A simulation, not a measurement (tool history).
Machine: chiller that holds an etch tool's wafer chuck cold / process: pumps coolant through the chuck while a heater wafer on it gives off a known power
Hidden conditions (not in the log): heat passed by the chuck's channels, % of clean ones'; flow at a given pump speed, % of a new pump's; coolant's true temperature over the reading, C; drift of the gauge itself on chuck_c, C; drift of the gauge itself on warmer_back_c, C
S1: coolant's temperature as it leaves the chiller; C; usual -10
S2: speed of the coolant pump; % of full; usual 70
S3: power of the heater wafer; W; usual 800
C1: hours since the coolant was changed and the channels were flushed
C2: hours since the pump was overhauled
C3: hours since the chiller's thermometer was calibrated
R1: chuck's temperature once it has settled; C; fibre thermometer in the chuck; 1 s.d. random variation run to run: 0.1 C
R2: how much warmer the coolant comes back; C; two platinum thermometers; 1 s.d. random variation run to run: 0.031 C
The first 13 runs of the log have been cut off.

run,day,S1,S2,S3,C1,C2,C3,R1,R2
14,12.883,-10,70,741,2001,1252,5294,0.2,2.89
15,13.900,-10,70,741,2025,1276,5318,0.3,2.87
16,14.512,-10,68,741,2040,1291,5333,0.6,2.99
17,15.121,-10,89,616,2054,1306,5347,-3.0,1.81
18,16.075,-11,87,1046,2077,1328,5370,1.1,3.33
19,17.371,-20,66,1046,2108,1360,5401,-4.9,4.38
20,17.996,-20,66,1046,2123,1375,5416,-4.7,4.33
21,18.983,-19,66,447,2147,1398,5440,-12.8,1.83
# day 19.104: chiller's thermometer calibrated
22,20.100,-15,70,800,2173,1424,24,-3.8,3.11
23,20.796,-15,70,800,2189,1441,41,-3.9,3.13
24,21.788,-1,67,901,2213,1465,64,12.1,3.59
25,22.908,-2,62,418,2240,1491,91,4.6,1.83
26,24.325,-2,62,418,2274,1525,125,4.4,1.85
27,25.333,-2,70,800,2298,1550,150,9.2,3.10
28,26.067,-11,81,1197,2316,1567,167,4.1,4.04
29,26.900,-10,72,457,2336,1587,187,-3.7,1.74
30,27.750,-7,77,507,2356,1608,207,-0.2,1.79
31,28.800,-11,73,1055,2382,1633,233,3.5,3.98

Predict each of these 3 candidate next runs independently; none follows another, all start after run 31:
A,29.575,0,70,800,2400,1651,251,?,?
B,29.575,-11,73,447,2400,1651,251,?,?
C,29.575,-11,61,1084,2400,1651,251,?,?

run,R1,R2
A,11.4,3.14
B,-4.9,1.69
C,6.0,4.84
With no hidden state in the tool, these same runs would have given:
run,R1,R2
A,10.5,3.05
B,-5.3,1.65
C,4.6,4.71
